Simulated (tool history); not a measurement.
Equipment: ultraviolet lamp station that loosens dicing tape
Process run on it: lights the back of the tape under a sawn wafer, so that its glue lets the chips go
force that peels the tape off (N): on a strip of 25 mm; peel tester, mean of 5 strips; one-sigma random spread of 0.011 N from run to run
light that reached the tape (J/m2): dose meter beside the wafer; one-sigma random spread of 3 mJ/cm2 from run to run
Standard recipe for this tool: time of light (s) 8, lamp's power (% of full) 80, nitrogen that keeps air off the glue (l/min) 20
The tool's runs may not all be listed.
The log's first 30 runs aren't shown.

run	hour	time of light (s)	lamp's power (% of full)	nitrogen that keeps air off the glue (l/min)	force that peels the tape off (N)	light that reached the tape (J/m2)
31	460.1	7	87	23	0.758	3460
32	471.5	6	87	20	1.108	2950
33	481.9	6	69	20	1.636	2360
34	498.9	8	64	20	1.175	2910
35	511.8	8	97	20	0.547	4310
36	524.9	8	69	35	0.708	3110
37	545.6	8	69	35	0.7	3030
38	559.1	8	84	20	0.751	3730
39	581.4	8	76	12	1.324	3360
40	594	6	78	9	2.323	2580
41	606.5	6	78	9	2.228	2520
42	620.2	11	66	31	0.43	4040
43	641.5	8	60	37	0.946	2620
44	651.3	8	60	37	0.951	2610
45	666.5	8	60	37	0.983	2570

What if the next run were any one of these 3? Each begins from the tool's condition after run 45:
A	679.9	8	90	14	?	?
B	679.9	13	65	10	?	?
C	679.9	8	77	28	?	?

run	force that peels the tape off (N)	light that reached the tape (J/m2)
A	0.924	3920
B	0.865	4600
C	0.712	3360
Take away the tool's hidden state, keep each run's random variation, and the runs would have read:
run	force that peels the tape off (N)	light that reached the tape (J/m2)
A	0.509	5210
B	0.479	6130
C	0.385	4480
